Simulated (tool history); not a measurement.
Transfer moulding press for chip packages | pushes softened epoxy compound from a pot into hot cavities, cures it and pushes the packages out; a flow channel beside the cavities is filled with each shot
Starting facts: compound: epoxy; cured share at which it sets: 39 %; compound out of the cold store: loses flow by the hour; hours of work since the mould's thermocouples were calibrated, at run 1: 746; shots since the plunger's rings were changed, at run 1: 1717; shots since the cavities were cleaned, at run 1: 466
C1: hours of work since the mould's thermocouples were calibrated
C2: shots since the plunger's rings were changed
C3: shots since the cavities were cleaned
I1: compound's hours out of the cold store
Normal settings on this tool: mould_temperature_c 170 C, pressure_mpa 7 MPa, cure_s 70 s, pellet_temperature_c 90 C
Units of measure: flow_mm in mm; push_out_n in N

run 1 day=0 | mould_temperature_c=170 pressure_mpa=7 cure_s=70 pellet_temperature_c=90 | C1=746 C2=1717 C3=466 | I1=23.1 | flow_mm=767 push_out_n=527
-- day=0.692 cavities cleaned with cleaning compound and waxed
run 2 day=1.071 | mould_temperature_c=170 pressure_mpa=8.49 cure_s=70 pellet_temperature_c=90 | C1=760 C2=2014 C3=111 | I1=13.5 | flow_mm=875 push_out_n=554
-- day=1.933 mould's thermocouples calibrated
run 3 day=2.558 | mould_temperature_c=170 pressure_mpa=8.49 cure_s=69 pellet_temperature_c=90 | C1=9 C2=2429 C3=526 | I1=41.6 | flow_mm=786 push_out_n=523
-- day=3.008 cavities cleaned with cleaning compound and waxed
run 4 day=3.646 | mould_temperature_c=170 pressure_mpa=7 cure_s=70 pellet_temperature_c=99 | C1=23 C2=2731 C3=188 | I1=13.6 | flow_mm=796 push_out_n=540
-- day=5.217 cavities cleaned with cleaning compound and waxed
run 5 day=5.717 | mould_temperature_c=170 pressure_mpa=7 cure_s=70 pellet_temperature_c=99 | C1=50 C2=3324 C3=147 | I1=18.5 | flow_mm=777 push_out_n=538
run 6 day=6.825 | mould_temperature_c=170 pressure_mpa=7 cure_s=70 pellet_temperature_c=99 | C1=66 C2=3651 C3=474 | I1=23.2 | flow_mm=764 push_out_n=524
-- day=7.308 plunger's sealing rings changed
-- day=7.596 cavities cleaned with cleaning compound and waxed
run 7 day=8.204 | mould_temperature_c=170 pressure_mpa=7 cure_s=70 pellet_temperature_c=90 | C1=82 C2=246 C3=179 | I1=43.5 | flow_mm=708 push_out_n=521
run 8 day=9.388 | mould_temperature_c=170 pressure_mpa=7 cure_s=70 pellet_temperature_c=90 | C1=99 C2=596 C3=529 | I1=33 | flow_mm=736 push_out_n=519
-- day=9.833 cavities cleaned with cleaning compound and waxed
run 9 day=11.533 | mould_temperature_c=170 pressure_mpa=7 cure_s=70 pellet_temperature_c=90 | C1=127 C2=1211 C3=502 | I1=36.1 | flow_mm=728 push_out_n=529
-- day=12.108 cavities cleaned with cleaning compound and waxed
run 10 day=13.683 | mould_temperature_c=170 pressure_mpa=7 cure_s=70 pellet_temperature_c=90 | C1=156 C2=1827 C3=465 | I1=34.3 | flow_mm=737 push_out_n=521
-- day=14.292 cavities cleaned with cleaning compound and waxed
run 11 day=15.683 | mould_temperature_c=170 pressure_mpa=7 cure_s=70 pellet_temperature_c=90 | C1=183 C2=2399 C3=411 | I1=41.4 | flow_mm=713 push_out_n=512
-- day=16.521 cavities cleaned with cleaning compound and waxed
run 12 day=17.738 | mould_temperature_c=170 pressure_mpa=7 cure_s=70 pellet_temperature_c=90 | C1=210 C2=2986 C3=359 | I1=14.4 | flow_mm=790 push_out_n=566
-- day=18.742 cavities cleaned with cleaning compound and waxed
run 13 day=18.742 | mould_temperature_c=170 pressure_mpa=7 cure_s=70 pellet_temperature_c=90 | C1=223 C2=3264 C3=0 | I1=34.7 | flow_mm=729 push_out_n=530
run 14 day=19.958 | mould_temperature_c=170 pressure_mpa=7 cure_s=70 pellet_temperature_c=90 | C1=240 C2=3623 C3=359 | I1=38.3 | flow_mm=720 push_out_n=521
-- day=20.538 plunger's sealing rings changed
run 15 day=20.946 | mould_temperature_c=170 pressure_mpa=8.05 cure_s=70 pellet_temperature_c=90 | C1=252 C2=120 C3=620 | I1=24.8 | flow_mm=819 push_out_n=550
-- day=21.138 cavities cleaned with cleaning compound and waxed
run 16 day=22.567 | mould_temperature_c=173 pressure_mpa=8.05 cure_s=52 pellet_temperature_c=90 | C1=273 C2=581 C3=423 | I1=34.3 | flow_mm=774 push_out_n=784
-- day=23.4 cavities cleaned with cleaning compound and waxed
run 17 day=24.379 | mould_temperature_c=164 pressure_mpa=8.05 cure_s=54 pellet_temperature_c=95 | C1=297 C2=1097 C3=290 | I1=40.8 | flow_mm=795 push_out_n=1286
-- day=25.583 cavities cleaned with cleaning compound and waxed
run 18 day=26.062 | mould_temperature_c=177 pressure_mpa=7.6 cure_s=54 pellet_temperature_c=95 | C1=320 C2=1575 C3=141 | I1=19.5 | flow_mm=776 push_out_n=578
-- day=27.942 cavities cleaned with cleaning compound and waxed
run 19 day=28.017 | mould_temperature_c=172 pressure_mpa=7.14 cure_s=70 pellet_temperature_c=90 | C1=346 C2=2133 C3=21 | I1=8.9 | flow_mm=809 push_out_n=506
run 20 day=29.112 | mould_temperature_c=172 pressure_mpa=7.14 cure_s=70 pellet_temperature_c=90 | C1=361 C2=2457 C3=345 | I1=8.4 | flow_mm=814 push_out_n=496
-- day=30.233 cavities cleaned with cleaning compound and waxed
run 21 day=30.525 | mould_temperature_c=172 pressure_mpa=7.14 cure_s=70 pellet_temperature_c=90 | C1=379 C2=2856 C3=86 | I1=46.1 | flow_mm=705 push_out_n=477
run 22 day=31.654 | mould_temperature_c=168 pressure_mpa=7.14 cure_s=96 pellet_temperature_c=90 | C1=395 C2=3190 C3=420 | I1=31.3 | flow_mm=755 push_out_n=408
-- day=32.546 cavities cleaned with cleaning compound and waxed
run 23 day=33.275 | mould_temperature_c=171 pressure_mpa=7.14 cure_s=76 pellet_temperature_c=93 | C1=416 C2=3649 C3=215 | I1=38.7 | flow_mm=728 push_out_n=442
-- day=33.783 plunger's sealing rings changed
run 24 day=34.321 | mould_temperature_c=171 pressure_mpa=7.14 cure_s=76 pellet_temperature_c=99 | C1=429 C2=158 C3=493 | I1=15.8 | flow_mm=795 push_out_n=440
-- day=34.95 cavities cleaned with cleaning compound and waxed
run 25 day=36.1 | mould_temperature_c=171 pressure_mpa=7.14 cure_s=76 pellet_temperature_c=99 | C1=453 C2=665 C3=339 | I1=12.2 | flow_mm=798 push_out_n=452
run 26 day=37.05 | mould_temperature_c=177 pressure_mpa=5.27 cure_s=53 pellet_temperature_c=85 | C1=466 C2=945 C3=619 | I1=11.3 | flow_mm=671 push_out_n=623
-- day=37.246 cavities cleaned with cleaning compound and waxed
run 27 day=38.1 | mould_temperature_c=164 pressure_mpa=5.51 cure_s=54 pellet_temperature_c=85 | C1=480 C2=1236 C3=252 | I1=21.6 | flow_mm=712 push_out_n=1440

Branching from run 27: 3 alternative next runs. What would each branch give?
-- day=39.525 cavities cleaned with cleaning compound and waxed
run A day=40.05 | mould_temperature_c=165 pressure_mpa=5.46 cure_s=54 pellet_temperature_c=90 | C1=506 C2=1794 C3=155 | I1=17.2 | flow_mm=? push_out_n=?
-- day=39.525 cavities cleaned with cleaning compound and waxed
run B day=40.05 | mould_temperature_c=168 pressure_mpa=7 cure_s=70 pellet_temperature_c=90 | C1=506 C2=1794 C3=155 | I1=33.7 | flow_mm=? push_out_n=?
-- day=39.525 cavities cleaned with cleaning compound and waxed
run C day=40.05 | mould_temperature_c=170 pressure_mpa=7 cure_s=70 pellet_temperature_c=96 | C1=506 C2=1794 C3=155 | I1=34.6 | flow_mm=? push_out_n=?

run=A flow_mm=717 push_out_n=1375
run=B flow_mm=740 push_out_n=588
run=C flow_mm=731 push_out_n=522
Had the tool no hidden state, the same runs would have come out as:
run=A flow_mm=717 push_out_n=1371
run=B flow_mm=740 push_out_n=587
run=C flow_mm=731 push_out_n=521

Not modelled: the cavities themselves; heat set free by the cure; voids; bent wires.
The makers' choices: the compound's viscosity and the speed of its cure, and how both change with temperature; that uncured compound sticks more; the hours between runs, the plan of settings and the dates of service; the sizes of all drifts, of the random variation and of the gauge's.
